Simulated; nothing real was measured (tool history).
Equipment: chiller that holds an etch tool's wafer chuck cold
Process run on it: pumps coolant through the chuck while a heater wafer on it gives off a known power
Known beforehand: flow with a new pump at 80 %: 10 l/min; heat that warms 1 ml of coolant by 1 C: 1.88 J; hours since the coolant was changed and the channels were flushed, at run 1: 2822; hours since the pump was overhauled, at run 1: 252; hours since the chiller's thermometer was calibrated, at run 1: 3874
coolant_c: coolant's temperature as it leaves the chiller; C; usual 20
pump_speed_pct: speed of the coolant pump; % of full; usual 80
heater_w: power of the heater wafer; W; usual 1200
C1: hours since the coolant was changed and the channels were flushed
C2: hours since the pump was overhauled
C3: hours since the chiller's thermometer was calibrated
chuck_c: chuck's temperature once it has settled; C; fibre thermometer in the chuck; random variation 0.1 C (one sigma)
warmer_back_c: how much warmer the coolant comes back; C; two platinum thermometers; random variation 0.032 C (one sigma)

{"run": 1, "hour": 0.0, "coolant_c": 20, "pump_speed_pct": 80, "heater_w": 1200, "C1": 2822, "C2": 252, "C3": 3874, "chuck_c": 28.4, "warmer_back_c": 3.87}
{"run": 2, "hour": 80.2, "coolant_c": 20, "pump_speed_pct": 80, "heater_w": 1200, "C1": 2902, "C2": 332, "C3": 3954, "chuck_c": 28.6, "warmer_back_c": 3.82}
{"run": 3, "hour": 167.5, "coolant_c": 20, "pump_speed_pct": 80, "heater_w": 1200, "C1": 2990, "C2": 419, "C3": 4041, "chuck_c": 28.3, "warmer_back_c": 3.9}
{"hour": 178.4, "done": "coolant pump overhauled"}
{"run": 4, "hour": 214.7, "coolant_c": 20, "pump_speed_pct": 80, "heater_w": 1200, "C1": 3032, "C2": 36, "C3": 4083, "chuck_c": 28.6, "warmer_back_c": 3.94}
{"run": 5, "hour": 252.6, "coolant_c": 20, "pump_speed_pct": 80, "heater_w": 1200, "C1": 3070, "C2": 74, "C3": 4121, "chuck_c": 28.3, "warmer_back_c": 3.88}
{"run": 6, "hour": 322.7, "coolant_c": 24, "pump_speed_pct": 80, "heater_w": 1015, "C1": 3140, "C2": 144, "C3": 4191, "chuck_c": 30.9, "warmer_back_c": 3.27}
{"run": 7, "hour": 385.7, "coolant_c": 24, "pump_speed_pct": 80, "heater_w": 1015, "C1": 3203, "C2": 207, "C3": 4254, "chuck_c": 31.0, "warmer_back_c": 3.32}

Expected results for the next run?
{"run": 8, "hour": 454.5, "coolant_c": 29, "pump_speed_pct": 84, "heater_w": 773, "C1": 3272, "C2": 276, "C3": 4323, "chuck_c": "?", "warmer_back_c": "?"}

{"run 8": {"chuck_c": 34.1, "warmer_back_c": 2.38}}
The same run, on a tool lacking any hidden state, would have yielded chuck_c 34.4 C, warmer_back_c 2.34 C.

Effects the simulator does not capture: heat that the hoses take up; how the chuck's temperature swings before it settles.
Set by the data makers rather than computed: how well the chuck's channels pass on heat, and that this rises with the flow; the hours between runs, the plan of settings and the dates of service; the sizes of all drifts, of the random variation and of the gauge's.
